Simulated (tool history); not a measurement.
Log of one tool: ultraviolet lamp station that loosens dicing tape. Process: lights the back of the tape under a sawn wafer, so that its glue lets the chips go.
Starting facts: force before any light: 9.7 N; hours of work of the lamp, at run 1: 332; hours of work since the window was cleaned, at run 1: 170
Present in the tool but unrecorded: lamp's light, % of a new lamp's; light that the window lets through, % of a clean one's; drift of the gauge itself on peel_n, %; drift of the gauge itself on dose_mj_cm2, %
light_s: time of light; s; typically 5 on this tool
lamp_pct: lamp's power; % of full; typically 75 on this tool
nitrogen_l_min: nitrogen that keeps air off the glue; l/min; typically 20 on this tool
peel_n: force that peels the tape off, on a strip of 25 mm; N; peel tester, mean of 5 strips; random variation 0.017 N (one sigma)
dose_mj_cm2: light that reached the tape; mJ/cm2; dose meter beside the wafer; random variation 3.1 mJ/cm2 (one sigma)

run,hour,light_s,lamp_pct,nitrogen_l_min,hours of work of the lamp,hours of work since the window was cleaned,peel_n,dose_mj_cm2
1,0.0,5,75,20,332,170,1.160,397
2,25.3,5,75,20,348,187,1.218,385
3,47.0,10,75,20,362,200,0.303,765
4,72.4,10,75,20,378,217,0.308,739
5,102.1,10,75,20,397,236,0.327,734
6,116.7,5,75,20,407,245,1.381,367
# hour 126.6: window cleaned of glue's vapour
7,140.9,5,67,20,422,9,1.236,384
8,164.3,5,67,20,437,24,1.276,380
9,190.0,5,67,20,453,41,1.352,374
10,203.3,5,67,8,462,49,2.040,379
11,217.3,5,67,39,471,58,1.002,369
12,236.8,2,71,9,483,71,5.079,159
13,254.6,2,71,9,495,82,4.747,154
14,283.4,4,88,35,513,100,1.061,369
15,311.0,4,75,20,531,118,1.804,312
16,325.2,4,75,20,540,127,1.839,312

Some steps in peel_n between neighbouring runs. How much of each would the tool show without its hidden state too (settings, what came in, random variation), and how much is left for the hidden state, with any gauge scatter that isn't in both results?
Run 5 -> 6: light_s 10 -> 5. peel_n +1.054 N: hidden state +0.464, all else +0.590.
Run 11 -> 12: light_s 5 -> 2, lamp_pct 67 -> 71, nitrogen_l_min 39 -> 9. peel_n +4.077 N: hidden state +0.288, all else +3.789.
